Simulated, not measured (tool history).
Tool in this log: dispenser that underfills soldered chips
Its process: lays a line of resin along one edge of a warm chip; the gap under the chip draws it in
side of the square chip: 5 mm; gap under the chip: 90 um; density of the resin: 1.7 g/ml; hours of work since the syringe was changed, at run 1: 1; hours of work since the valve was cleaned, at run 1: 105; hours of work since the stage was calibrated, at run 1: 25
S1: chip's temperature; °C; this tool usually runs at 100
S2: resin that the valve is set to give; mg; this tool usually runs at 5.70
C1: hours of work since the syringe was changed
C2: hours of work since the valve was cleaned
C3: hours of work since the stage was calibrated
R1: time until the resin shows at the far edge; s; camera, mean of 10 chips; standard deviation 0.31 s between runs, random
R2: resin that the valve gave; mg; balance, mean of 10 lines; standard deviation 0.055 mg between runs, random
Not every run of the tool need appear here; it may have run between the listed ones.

run 1 hour=0.0 | S1=100 S2=5.70 | C1=1 C2=105 C3=25 | R1=7.8 R2=5.20
run 2 hour=5.6 | S1=100 S2=5.70 | C1=4 C2=109 C3=28 | R1=10.6 R2=5.23
-- hour=10.7 new syringe of resin
run 3 hour=11.2 | S1=100 S2=5.70 | C1=0 C2=112 C3=32 | R1=8.0 R2=4.99
-- hour=14.2 dispensing valve cleaned and set on the balance
run 4 hour=15.2 | S1=100 S2=5.70 | C1=2 C2=1 C3=34 | R1=8.4 R2=5.71
run 5 hour=19.3 | S1=100 S2=5.70 | C1=5 C2=3 C3=36 | R1=10.4 R2=5.64
-- hour=23.3 new syringe of resin
run 6 hour=24.9 | S1=100 S2=5.70 | C1=1 C2=7 C3=39 | R1=8.1 R2=5.59
run 7 hour=30.4 | S1=100 S2=5.70 | C1=4 C2=10 C3=43 | R1=10.2 R2=5.64
run 8 hour=33.8 | S1=113 S2=5.70 | C1=7 C2=12 C3=45 | R1=7.2 R2=5.60
-- hour=35.0 new syringe of resin
run 9 hour=36.9 | S1=113 S2=5.70 | C1=1 C2=14 C3=47 | R1=4.3 R2=5.58
run 10 hour=42.1 | S1=113 S2=5.70 | C1=4 C2=17 C3=50 | R1=6.0 R2=5.63
run 11 hour=45.6 | S1=88 S2=5.70 | C1=7 C2=19 C3=52 | R1=22.5 R2=5.57
-- hour=46.8 new syringe of resin
run 12 hour=50.9 | S1=100 S2=5.70 | C1=3 C2=22 C3=55 | R1=9.3 R2=5.64
run 13 hour=56.1 | S1=100 S2=5.70 | C1=6 C2=26 C3=59 | R1=11.2 R2=5.56
-- hour=58.5 new syringe of resin
run 14 hour=59.6 | S1=100 S2=5.70 | C1=1 C2=28 C3=61 | R1=7.2 R2=5.64
run 15 hour=62.8 | S1=100 S2=5.70 | C1=3 C2=30 C3=63 | R1=9.1 R2=5.55
run 16 hour=65.2 | S1=100 S2=5.70 | C1=4 C2=31 C3=64 | R1=10.0 R2=5.49
-- hour=70.0 new syringe of resin
run 17 hour=70.5 | S1=100 S2=5.32 | C1=0 C2=34 C3=67 | R1=7.8 R2=5.25
run 18 hour=75.4 | S1=100 S2=5.32 | C1=3 C2=37 C3=70 | R1=9.3 R2=5.10
run 19 hour=80.7 | S1=100 S2=6.03 | C1=7 C2=41 C3=74 | R1=12.0 R2=5.77
-- hour=81.6 new syringe of resin
run 20 hour=83.4 | S1=100 S2=6.03 | C1=1 C2=42 C3=75 | R1=7.8 R2=5.83
run 21 hour=86.6 | S1=100 S2=6.03 | C1=3 C2=44 C3=77 | R1=8.9 R2=5.85
run 22 hour=90.5 | S1=94 S2=7.26 | C1=6 C2=47 C3=80 | R1=14.8 R2=6.99
-- hour=93.4 new syringe of resin
run 23 hour=94.9 | S1=93 S2=4.98 | C1=1 C2=49 C3=82 | R1=11.3 R2=4.75
run 24 hour=99.4 | S1=93 S2=4.98 | C1=4 C2=52 C3=85 | R1=13.7 R2=4.66
run 25 hour=104.5 | S1=93 S2=4.98 | C1=7 C2=55 C3=88 | R1=18.9 R2=4.84
-- hour=105.1 new syringe of resin
run 26 hour=109.4 | S1=97 S2=7.12 | C1=3 C2=58 C3=91 | R1=9.9 R2=6.73
run 27 hour=114.9 | S1=96 S2=5.49 | C1=6 C2=62 C3=95 | R1=14.6 R2=5.14
-- hour=116.6 new syringe of resin
run 28 hour=119.9 | S1=111 S2=5.25 | C1=2 C2=65 C3=98 | R1=5.2 R2=4.87
run 29 hour=125.5 | S1=111 S2=5.25 | C1=6 C2=68 C3=101 | R1=6.3 R2=4.94
-- hour=128.5 new syringe of resin
run 30 hour=131.5 | S1=104 S2=7.24 | C1=2 C2=72 C3=105 | R1=6.6 R2=6.80
run 31 hour=137.0 | S1=86 S2=6.27 | C1=5 C2=75 C3=108 | R1=20.6 R2=5.82
-- hour=140.0 new syringe of resin
run 32 hour=140.4 | S1=107 S2=5.23 | C1=0 C2=77 C3=110 | R1=5.0 R2=4.82
run 33 hour=143.5 | S1=99 S2=7.11 | C1=2 C2=79 C3=112 | R1=8.4 R2=6.61
run 34 hour=146.6 | S1=94 S2=6.39 | C1=4 C2=81 C3=114 | R1=12.7 R2=5.99
-- hour=151.7 new syringe of resin
run 35 hour=151.7 | S1=111 S2=5.75 | C1=0 C2=84 C3=117 | R1=4.7 R2=5.27

Hidden state or all else? Some run-to-run changes of R1, split into what the settings, what came in and random variation would give without the hidden state, and what is left for the hidden state (with any gauge scatter that isn't in both results):
Unlogged tool condition in this case: resin's viscosity, % of fresh resin's; dose that the valve gives, % of what is set; true chip temperature over the reading, C; drift of the gauge itself on fill_s, %; drift of the gauge itself on given_mg, %.
Run 10 -> 11: S1 113 -> 88. R1 +16.5 s: hidden state +7.7, all else +8.8.
Run 11 -> 12: S1 88 -> 100, new syringe of resin. R1 -13.2 s: hidden state -7.8, all else -5.4.
Run 30 -> 31: S1 104 -> 86, S2 7.24 -> 6.27. R1 +14.0 s: hidden state +6.4, all else +7.6.
Run 31 -> 32: S1 86 -> 107, S2 6.27 -> 5.23, new syringe of resin. R1 -15.6 s: hidden state -7.2, all else -8.4.

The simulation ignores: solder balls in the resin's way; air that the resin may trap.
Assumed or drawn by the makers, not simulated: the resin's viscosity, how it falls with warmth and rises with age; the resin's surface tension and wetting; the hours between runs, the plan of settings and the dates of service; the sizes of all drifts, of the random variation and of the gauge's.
